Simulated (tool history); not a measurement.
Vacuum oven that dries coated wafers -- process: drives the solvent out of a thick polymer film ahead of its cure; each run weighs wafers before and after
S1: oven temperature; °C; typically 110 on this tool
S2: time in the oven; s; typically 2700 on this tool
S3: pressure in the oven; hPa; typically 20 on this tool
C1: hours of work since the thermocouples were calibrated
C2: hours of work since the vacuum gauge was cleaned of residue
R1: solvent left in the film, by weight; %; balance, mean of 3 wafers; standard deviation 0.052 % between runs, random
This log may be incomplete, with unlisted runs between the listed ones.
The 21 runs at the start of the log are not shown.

run     day   S1    S2    S3   C1    C2    R1
     24.546  -- oven's thermocouples calibrated
 22  24.912   99  1680    20    5   993  5.42
 23  26.379   99  1680    20   27  1014  5.42
 24  27.162  110  1920  17.4   38  1026  2.05
 25  28.883  121  1920  57.7   63  1051  2.32
 26  30.092  121  1920  57.7   80  1068  2.26
 27  31.079  109  2400  12.5   95  1082  1.62
 28  32.554  109  2400  12.5  116  1104  1.65
 29  33.954  104  3480  24.1  137  1124  2.35
 30  35.196  104  1560  59.1  155  1142  6.25
 31  36.046  104  1560  59.1  167  1155  6.25
 32  37.354  103  2700  12.3  186  1174  2.26
 33  38.438  123  1980    20  202  1189  0.89

Expected results for the next run?
 34  39.858  102  1980  76.8  222  1210   ?

Run 34 yielded R1 7.17 %.
With no hidden state in the tool, this same run would have given R1 6.89 %.
